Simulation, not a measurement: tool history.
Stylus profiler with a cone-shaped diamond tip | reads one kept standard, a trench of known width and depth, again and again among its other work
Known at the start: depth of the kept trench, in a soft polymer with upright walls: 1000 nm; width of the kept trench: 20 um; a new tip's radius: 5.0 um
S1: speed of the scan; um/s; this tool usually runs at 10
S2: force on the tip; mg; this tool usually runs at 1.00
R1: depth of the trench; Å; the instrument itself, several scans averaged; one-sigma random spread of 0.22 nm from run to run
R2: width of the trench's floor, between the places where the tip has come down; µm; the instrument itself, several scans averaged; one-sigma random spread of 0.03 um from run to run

run 1 hour=0.0 | S1=10 S2=1.00 | R1=10061.2 R2=13.18
run 2 hour=32.4 | S1=10 S2=1.00 | R1=10060.0 R2=13.18
run 3 hour=70.5 | S1=10 S2=1.00 | R1=10059.5 R2=13.12
run 4 hour=110.8 | S1=10 S2=1.00 | R1=10060.7 R2=13.02
run 5 hour=149.2 | S1=10 S2=1.00 | R1=10062.6 R2=12.98
run 6 hour=193.8 | S1=10 S2=1.00 | R1=10066.5 R2=12.88
run 7 hour=243.8 | S1=10 S2=1.00 | R1=10065.5 R2=12.83
run 8 hour=272.5 | S1=10 S2=2.00 | R1=10099.8 R2=12.83
-- hour=276.3 height scale calibrated on a step standard
run 9 hour=321.7 | S1=10 S2=0.45 | R1=10046.0 R2=12.75
run 10 hour=357.6 | S1=6 S2=1.00 | R1=10068.0 R2=12.70
run 11 hour=393.2 | S1=6 S2=0.91 | R1=10066.0 R2=12.57
run 12 hour=438.3 | S1=6 S2=0.91 | R1=10068.0 R2=12.56
-- hour=450.7 height scale calibrated on a step standard, once more
run 13 hour=468.5 | S1=9 S2=0.61 | R1=10040.1 R2=12.46
run 14 hour=500.1 | S1=9 S2=0.61 | R1=10039.7 R2=12.41
run 15 hour=526.1 | S1=38 S2=2.58 | R1=10108.5 R2=12.32
run 16 hour=568.2 | S1=38 S2=2.58 | R1=10103.9 R2=12.30
run 17 hour=602.7 | S1=4 S2=2.13 | R1=10090.5 R2=12.30
run 18 hour=637.7 | S1=22 S2=1.70 | R1=10083.9 R2=12.16
run 19 hour=674.4 | S1=8 S2=0.39 | R1=10030.1 R2=12.14
run 20 hour=703.0 | S1=5 S2=0.66 | R1=10042.8 R2=12.10
run 21 hour=748.4 | S1=5 S2=0.66 | R1=10040.4 R2=12.02
run 22 hour=784.8 | S1=12 S2=2.27 | R1=10097.7 R2=11.99

Forecast each of these 4 alternatives for the next run:
run A hour=817.7 | S1=12 S2=1.48 | R1=? R2=?
run B hour=817.7 | S1=10 S2=1.62 | R1=? R2=?
run C hour=817.7 | S1=3 S2=1.35 | R1=? R2=?
run D hour=817.7 | S1=25 S2=0.41 | R1=? R2=?

run=A R1=10079.1 R2=11.94
run=B R1=10080.9 R2=11.94
run=C R1=10068.6 R2=11.95
run=D R1=10031.4 R2=11.85
Take away the tool's hidden state, keep each run's random variation, and the runs would have read:
run=A R1=10076.5 R2=13.96
run=B R1=10078.3 R2=13.97
run=C R1=10066.0 R2=13.98
run=D R1=10028.8 R2=13.88
